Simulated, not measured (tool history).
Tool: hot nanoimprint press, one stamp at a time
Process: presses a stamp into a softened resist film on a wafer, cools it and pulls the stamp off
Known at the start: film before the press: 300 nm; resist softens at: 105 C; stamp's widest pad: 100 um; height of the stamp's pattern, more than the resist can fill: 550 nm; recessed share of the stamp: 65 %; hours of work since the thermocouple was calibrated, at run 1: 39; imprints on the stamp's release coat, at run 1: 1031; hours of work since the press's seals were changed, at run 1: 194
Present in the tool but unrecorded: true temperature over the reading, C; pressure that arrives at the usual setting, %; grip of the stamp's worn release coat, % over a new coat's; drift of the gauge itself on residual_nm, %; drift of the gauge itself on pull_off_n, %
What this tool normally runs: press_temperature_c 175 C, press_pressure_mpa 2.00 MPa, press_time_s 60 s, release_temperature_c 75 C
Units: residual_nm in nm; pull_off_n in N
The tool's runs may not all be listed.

run	hour	press_temperature_c	press_pressure_mpa	press_time_s	release_temperature_c	hours of work since the thermocouple was calibrated	imprints on the stamp's release coat	hours of work since the press's seals were changed	residual_nm	pull_off_n
1	0.0	175	2.00	60	75	39	1031	194	156.0	120
2	6.8	175	2.00	46	75	42	1053	196	169.4	120
3	18.3	175	2.00	46	75	46	1090	201	169.1	122
4	33.1	175	2.00	46	75	52	1138	207	168.8	125
5	48.1	175	2.00	46	75	58	1187	213	170.0	124
6	55.9	175	2.00	60	75	62	1212	216	156.6	126
7	72.7	175	1.72	60	75	68	1266	223	166.8	125
8	84.4	175	1.72	60	75	73	1304	228	167.8	127
# hour 88.7: plate thermocouple calibrated
# hour 96.2: stamp cleaned and given a new release coat
9	106.9	175	1.72	60	75	5	35	233	168.7	106
10	116.3	175	2.27	31	75	9	65	237	181.1	103
11	133.1	180	1.98	106	76	16	120	244	104.8	104
12	146.0	175	1.31	60	75	21	162	249	189.8	105
13	156.5	184	2.93	34	75	25	196	253	110.1	106
14	164.7	184	2.93	34	75	28	222	257	110.2	109
15	179.9	175	2.00	39	73	34	272	263	181.1	110
# hour 187.4: plate thermocouple calibrated, once more
16	192.8	175	2.62	39	73	2	304	267	158.8	113
17	209.5	175	2.62	39	73	9	358	274	159.1	113
18	217.3	175	2.62	39	73	12	383	277	158.9	112

Take each entry between the runs: how does the hidden state at the last listed run before it differ from the hidden state at the first listed run after it?
Run 8 -> run 9: plate thermocouple calibrated (hour 88.7); stamp cleaned and given a new release coat (hour 96.2)
  true temperature over the reading, C: -0.2 -> -0.32; pressure that arrives at the usual setting, %: 99.06 -> 99.04; grip of the stamp's worn release coat, % over a new coat's: 20.8 -> 0.5
  measured minus no-state result, residual_nm: +1.8 -> +2.7 nm; pull_off_n: +22 -> +1 N
Run 15 -> run 16: plate thermocouple calibrated, once more (hour 187.4)
  true temperature over the reading, C: -0.42 -> -0.2; pressure that arrives at the usual setting, %: 98.92 -> 98.9; grip of the stamp's worn release coat, % over a new coat's: 4.2 -> 4.7
  measured minus no-state result, residual_nm: +3.5 -> +2.3 nm; pull_off_n: +5 -> +5 N
